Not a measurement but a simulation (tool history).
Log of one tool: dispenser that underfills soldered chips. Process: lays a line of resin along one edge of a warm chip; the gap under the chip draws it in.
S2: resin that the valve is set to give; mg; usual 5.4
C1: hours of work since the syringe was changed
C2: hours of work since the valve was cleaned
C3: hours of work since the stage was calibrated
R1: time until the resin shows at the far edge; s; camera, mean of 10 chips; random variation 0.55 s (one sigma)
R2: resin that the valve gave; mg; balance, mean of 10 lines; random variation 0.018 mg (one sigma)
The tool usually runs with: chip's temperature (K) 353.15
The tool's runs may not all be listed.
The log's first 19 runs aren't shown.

-- day=6 new syringe of resin
run 20 day=6.15 | chip's_temperature_(K)=355.15 S2=5.35 | C1=2 C2=20 C3=172 | R1=48.3 R2=5.25
run 21 day=6.508 | chip's_temperature_(K)=355.15 S2=5.35 | C1=8 C2=25 C3=178 | R1=56.8 R2=5.26
-- day=6.712 new syringe of resin
run 22 day=6.883 | chip's_temperature_(K)=353.15 S2=6.73 | C1=3 C2=31 C3=183 | R1=50.6 R2=6.58
run 23 day=7.142 | chip's_temperature_(K)=353.15 S2=4.73 | C1=6 C2=35 C3=187 | R1=61.7 R2=4.6
run 24 day=7.379 | chip's_temperature_(K)=353.15 S2=4.73 | C1=10 C2=38 C3=191 | R1=67.1 R2=4.6
-- day=7.408 new syringe of resin
run 25 day=7.742 | chip's_temperature_(K)=353.15 S2=4.73 | C1=5 C2=44 C3=196 | R1=59.3 R2=4.57
run 26 day=8.05 | chip's_temperature_(K)=361.15 S2=5.61 | C1=10 C2=48 C3=201 | R1=47 R2=5.34
-- day=8.108 new syringe of resin
run 27 day=8.258 | chip's_temperature_(K)=361.15 S2=5.61 | C1=2 C2=51 C3=204 | R1=37.4 R2=5.4
-- day=8.367 dispensing valve cleaned and set on the balance
run 28 day=8.658 | chip's_temperature_(K)=361.15 S2=5.61 | C1=8 C2=4 C3=209 | R1=43.8 R2=5.6
-- day=8.871 new syringe of resin
run 29 day=9.125 | chip's_temperature_(K)=361.15 S2=5.61 | C1=4 C2=11 C3=216 | R1=38.9 R2=5.55
run 30 day=9.408 | chip's_temperature_(K)=350.15 S2=6.73 | C1=8 C2=16 C3=220 | R1=65.9 R2=6.66
-- day=9.558 new syringe of resin
run 31 day=9.829 | chip's_temperature_(K)=350.15 S2=6.73 | C1=4 C2=22 C3=227 | R1=58.4 R2=6.65

Each row is a separate what-if for the run after 31, all from the same tool condition, not one after another. Results?
run A day=10.096 | chip's_temperature_(K)=351.15 S2=6.12 | C1=8 C2=26 C3=231 | R1=? R2=?
run B day=10.096 | chip's_temperature_(K)=342.15 S2=5.44 | C1=8 C2=26 C3=231 | R1=? R2=?
run C day=10.096 | chip's_temperature_(K)=364.15 S2=5.77 | C1=8 C2=26 C3=231 | R1=? R2=?
run D day=10.096 | chip's_temperature_(K)=367.15 S2=6.48 | C1=8 C2=26 C3=231 | R1=? R2=?
run E day=10.096 | chip's_temperature_(K)=347.15 S2=4.73 | C1=8 C2=26 C3=231 | R1=? R2=?

run=A R1=64.7 R2=6.02
run=B R1=97.7 R2=5.33
run=C R1=39.2 R2=5.63
run=D R1=33.6 R2=6.39
run=E R1=83.1 R2=4.63
Without the tool's hidden state the same runs would have given:
run=A R1=48.9 R2=6.13
run=B R1=73.6 R2=5.43
run=C R1=29.7 R2=5.74
run=D R1=25.5 R2=6.51
run=E R1=62.4 R2=4.72
